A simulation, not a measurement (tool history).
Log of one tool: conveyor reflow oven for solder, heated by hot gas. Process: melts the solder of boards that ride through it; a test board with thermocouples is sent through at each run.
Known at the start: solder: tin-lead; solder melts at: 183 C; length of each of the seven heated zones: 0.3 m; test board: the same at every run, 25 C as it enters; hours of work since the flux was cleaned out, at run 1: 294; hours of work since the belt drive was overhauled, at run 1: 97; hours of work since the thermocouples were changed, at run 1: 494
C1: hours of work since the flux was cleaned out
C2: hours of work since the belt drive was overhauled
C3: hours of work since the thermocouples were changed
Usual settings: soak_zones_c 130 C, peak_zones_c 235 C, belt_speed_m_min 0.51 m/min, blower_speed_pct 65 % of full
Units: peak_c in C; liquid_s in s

{"run": 1, "hour": 0.0, "soak_zones_c": 130, "peak_zones_c": 235, "belt_speed_m_min": 0.51, "blower_speed_pct": 65, "C1": 294, "C2": 97, "C3": 494, "peak_c": 216.7, "liquid_s": 50.4}
{"run": 2, "hour": 41.2, "soak_zones_c": 130, "peak_zones_c": 235, "belt_speed_m_min": 0.51, "blower_speed_pct": 65, "C1": 312, "C2": 114, "C3": 512, "peak_c": 216.6, "liquid_s": 49.9}
{"hour": 57.9, "done": "thermocouples of zones 6 and 7 changed"}
{"run": 3, "hour": 83.8, "soak_zones_c": 130, "peak_zones_c": 235, "belt_speed_m_min": 0.51, "blower_speed_pct": 65, "C1": 329, "C2": 131, "C3": 11, "peak_c": 216.1, "liquid_s": 48.9}
{"run": 4, "hour": 126.8, "soak_zones_c": 130, "peak_zones_c": 235, "belt_speed_m_min": 0.51, "blower_speed_pct": 65, "C1": 347, "C2": 150, "C3": 29, "peak_c": 216, "liquid_s": 49.2}
{"run": 5, "hour": 159.7, "soak_zones_c": 130, "peak_zones_c": 235, "belt_speed_m_min": 0.51, "blower_speed_pct": 65, "C1": 361, "C2": 164, "C3": 43, "peak_c": 215.9, "liquid_s": 50.2}
{"run": 6, "hour": 197.4, "soak_zones_c": 130, "peak_zones_c": 237, "belt_speed_m_min": 0.51, "blower_speed_pct": 65, "C1": 377, "C2": 179, "C3": 59, "peak_c": 217.7, "liquid_s": 50.8}
{"hour": 206.4, "done": "flux residue cleaned out of gas plates and filters"}
{"run": 7, "hour": 227.2, "soak_zones_c": 130, "peak_zones_c": 245, "belt_speed_m_min": 0.51, "blower_speed_pct": 65, "C1": 9, "C2": 190, "C3": 69, "peak_c": 224.1, "liquid_s": 55.8}
{"run": 8, "hour": 268.2, "soak_zones_c": 130, "peak_zones_c": 245, "belt_speed_m_min": 0.51, "blower_speed_pct": 65, "C1": 26, "C2": 207, "C3": 87, "peak_c": 224.1, "liquid_s": 54.9}
{"run": 9, "hour": 314.9, "soak_zones_c": 130, "peak_zones_c": 235, "belt_speed_m_min": 0.51, "blower_speed_pct": 65, "C1": 46, "C2": 227, "C3": 107, "peak_c": 215.5, "liquid_s": 49.7}
{"hour": 324.0, "done": "flux residue cleaned out of gas plates and filters, once more"}
{"run": 10, "hour": 341.1, "soak_zones_c": 130, "peak_zones_c": 235, "belt_speed_m_min": 0.51, "blower_speed_pct": 65, "C1": 7, "C2": 236, "C3": 116, "peak_c": 217.1, "liquid_s": 50.3}
{"run": 11, "hour": 386.0, "soak_zones_c": 130, "peak_zones_c": 235, "belt_speed_m_min": 0.51, "blower_speed_pct": 65, "C1": 26, "C2": 255, "C3": 135, "peak_c": 217.2, "liquid_s": 50}
{"run": 12, "hour": 420.8, "soak_zones_c": 128, "peak_zones_c": 229, "belt_speed_m_min": 0.6, "blower_speed_pct": 82, "C1": 41, "C2": 270, "C3": 149, "peak_c": 209.6, "liquid_s": 36.8}
{"run": 13, "hour": 443.0, "soak_zones_c": 128, "peak_zones_c": 229, "belt_speed_m_min": 0.6, "blower_speed_pct": 82, "C1": 50, "C2": 279, "C3": 159, "peak_c": 209.5, "liquid_s": 37}
{"run": 14, "hour": 483.0, "soak_zones_c": 130, "peak_zones_c": 235, "belt_speed_m_min": 0.473, "blower_speed_pct": 66, "C1": 67, "C2": 296, "C3": 176, "peak_c": 219.6, "liquid_s": 56.6}
{"run": 15, "hour": 528.8, "soak_zones_c": 125, "peak_zones_c": 223, "belt_speed_m_min": 0.51, "blower_speed_pct": 53, "C1": 87, "C2": 315, "C3": 195, "peak_c": 202.8, "liquid_s": 35.5}
{"run": 16, "hour": 566.0, "soak_zones_c": 142, "peak_zones_c": 223, "belt_speed_m_min": 0.484, "blower_speed_pct": 89, "C1": 102, "C2": 331, "C3": 211, "peak_c": 213.4, "liquid_s": 56.5}
{"run": 17, "hour": 609.0, "soak_zones_c": 127, "peak_zones_c": 238, "belt_speed_m_min": 0.566, "blower_speed_pct": 86, "C1": 121, "C2": 349, "C3": 229, "peak_c": 219.8, "liquid_s": 46}
{"run": 18, "hour": 650.8, "soak_zones_c": 130, "peak_zones_c": 237, "belt_speed_m_min": 0.51, "blower_speed_pct": 53, "C1": 138, "C2": 367, "C3": 246, "peak_c": 215.4, "liquid_s": 48}
{"run": 19, "hour": 683.4, "soak_zones_c": 130, "peak_zones_c": 237, "belt_speed_m_min": 0.51, "blower_speed_pct": 53, "C1": 152, "C2": 381, "C3": 260, "peak_c": 215.4, "liquid_s": 48.4}
{"run": 20, "hour": 716.4, "soak_zones_c": 130, "peak_zones_c": 247, "belt_speed_m_min": 0.517, "blower_speed_pct": 82, "C1": 166, "C2": 395, "C3": 274, "peak_c": 230.4, "liquid_s": 58.2}
{"run": 21, "hour": 739.0, "soak_zones_c": 140, "peak_zones_c": 235, "belt_speed_m_min": 0.54, "blower_speed_pct": 65, "C1": 175, "C2": 404, "C3": 284, "peak_c": 216.5, "liquid_s": 50.7}
{"run": 22, "hour": 769.8, "soak_zones_c": 140, "peak_zones_c": 235, "belt_speed_m_min": 0.54, "blower_speed_pct": 55, "C1": 188, "C2": 417, "C3": 297, "peak_c": 214.3, "liquid_s": 47.9}

5 ways to go on from here, each from the tool as it stands after run 22. What would each give?
{"run": "A", "hour": 798.6, "soak_zones_c": 135, "peak_zones_c": 232, "belt_speed_m_min": 0.51, "blower_speed_pct": 65, "C1": 201, "C2": 429, "C3": 309, "peak_c": "?", "liquid_s": "?"}
{"run": "B", "hour": 798.6, "soak_zones_c": 123, "peak_zones_c": 235, "belt_speed_m_min": 0.548, "blower_speed_pct": 52, "C1": 201, "C2": 429, "C3": 309, "peak_c": "?", "liquid_s": "?"}
{"run": "C", "hour": 798.6, "soak_zones_c": 130, "peak_zones_c": 237, "belt_speed_m_min": 0.435, "blower_speed_pct": 62, "C1": 201, "C2": 429, "C3": 309, "peak_c": "?", "liquid_s": "?"}
{"run": "D", "hour": 798.6, "soak_zones_c": 136, "peak_zones_c": 235, "belt_speed_m_min": 0.509, "blower_speed_pct": 76, "C1": 201, "C2": 429, "C3": 309, "peak_c": "?", "liquid_s": "?"}
{"run": "E", "hour": 798.6, "soak_zones_c": 143, "peak_zones_c": 233, "belt_speed_m_min": 0.54, "blower_speed_pct": 55, "C1": 201, "C2": 429, "C3": 309, "peak_c": "?", "liquid_s": "?"}

run=A peak_c=215.2 liquid_s=50.7
run=B peak_c=208.9 liquid_s=38
run=C peak_c=222.9 liquid_s=64.8
run=D peak_c=220 liquid_s=54.9
run=E peak_c=213.4 liquid_s=48.4
Without the tool's hidden state the same runs would have given:
run=A peak_c=215.6 liquid_s=50.6
run=B peak_c=209.4 liquid_s=38.1
run=C peak_c=223.3 liquid_s=64.4
run=D peak_c=220.5 liquid_s=54.7
run=E peak_c=213.8 liquid_s=48.3
